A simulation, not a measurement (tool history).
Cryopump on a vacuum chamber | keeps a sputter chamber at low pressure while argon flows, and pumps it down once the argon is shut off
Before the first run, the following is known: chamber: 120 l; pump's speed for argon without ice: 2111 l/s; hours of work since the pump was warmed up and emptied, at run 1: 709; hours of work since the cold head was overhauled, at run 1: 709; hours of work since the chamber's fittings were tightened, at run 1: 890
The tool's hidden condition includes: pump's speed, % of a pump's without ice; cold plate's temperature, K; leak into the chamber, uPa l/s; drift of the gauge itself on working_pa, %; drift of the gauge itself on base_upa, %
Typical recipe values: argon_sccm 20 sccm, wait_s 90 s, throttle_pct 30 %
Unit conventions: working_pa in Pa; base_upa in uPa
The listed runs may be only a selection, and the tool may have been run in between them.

| run | hour | argon_sccm | wait_s | throttle_pct | hours of work since the pump was warmed up and emptied | hours of work since the cold head was overhauled | hours of work since the chamber's fittings were tightened | working_pa | base_upa |
|---|---|---|---|---|---|---|---|---|---|
| 1 | 0 | 20 | 90 | 30 | 709 | 709 | 890 | 0.0574 | 1.1 |
| 2 | 79.2 | 20 | 90 | 30 | 757 | 757 | 938 | 0.0577 | 1.13 |
| 3 | 164 | 17 | 90 | 30 | 808 | 808 | 989 | 0.0485 | 1.15 |
| 4 | 231.6 | 20 | 90 | 30 | 849 | 849 | 1030 | 0.058 | 1.18 |
| 5 | 309.7 | 20 | 90 | 30 | 896 | 896 | 1077 | 0.0587 | 1.21 |
|  | 356.2 | pump warmed up, emptied and cooled again |
| 6 | 369.4 | 20 | 90 | 30 | 8 | 929 | 1110 | 0.0535 | 1.05 |
| 7 | 456.7 | 20 | 90 | 30 | 61 | 981 | 1162 | 0.0539 | 1.08 |
| 8 | 548.1 | 20 | 90 | 20 | 116 | 1036 | 1217 | 0.0801 | 1.12 |
| 9 | 598.8 | 20 | 90 | 20 | 146 | 1067 | 1248 | 0.0812 | 1.11 |
| 10 | 678.9 | 20 | 90 | 20 | 195 | 1115 | 1296 | 0.0809 | 1.14 |
| 11 | 759.8 | 9 | 62 | 20 | 243 | 1164 | 1345 | 0.0363 | 1.4 |
| 12 | 815.6 | 20 | 51 | 43 | 277 | 1198 | 1379 | 0.039 | 1.62 |
| 13 | 860.5 | 25 | 182 | 30 | 304 | 1225 | 1406 | 0.0691 | 1 |
| 14 | 909.9 | 25 | 182 | 30 | 334 | 1255 | 1436 | 0.0697 | 0.97 |
| 15 | 950.4 | 25 | 182 | 30 | 358 | 1279 | 1460 | 0.0694 | 1.04 |
| 16 | 1008.2 | 16 | 90 | 21 | 393 | 1314 | 1495 | 0.0634 | 1.29 |
| 17 | 1068.7 | 16 | 90 | 21 | 430 | 1350 | 1531 | 0.0628 | 1.24 |
| 18 | 1137.9 | 9 | 90 | 38 | 471 | 1392 | 1573 | 0.0201 | 1.3 |
| 19 | 1187.9 | 11 | 117 | 27 | 502 | 1422 | 1603 | 0.0341 | 1.26 |
| 20 | 1227 | 11 | 117 | 27 | 525 | 1446 | 1627 | 0.0347 | 1.24 |

Describe how what the log doesn't record of the tool's condition differs between the last listed run preceding each entry between runs and the first listed run following it.
Logged between run 5 and run 6: pump warmed up, emptied and cooled again (hour 356.2)
  pump's speed, % of a pump's without ice: 75.1 -> 98.7; cold plate's temperature, K: 12.22 -> 12.23; leak into the chamber, uPa l/s: 1152 -> 1175
  measured value less the no-hidden-state value, working_pa: +0.0054 -> +0.0003 Pa; base_upa: +0.59 -> +0.41 uPa

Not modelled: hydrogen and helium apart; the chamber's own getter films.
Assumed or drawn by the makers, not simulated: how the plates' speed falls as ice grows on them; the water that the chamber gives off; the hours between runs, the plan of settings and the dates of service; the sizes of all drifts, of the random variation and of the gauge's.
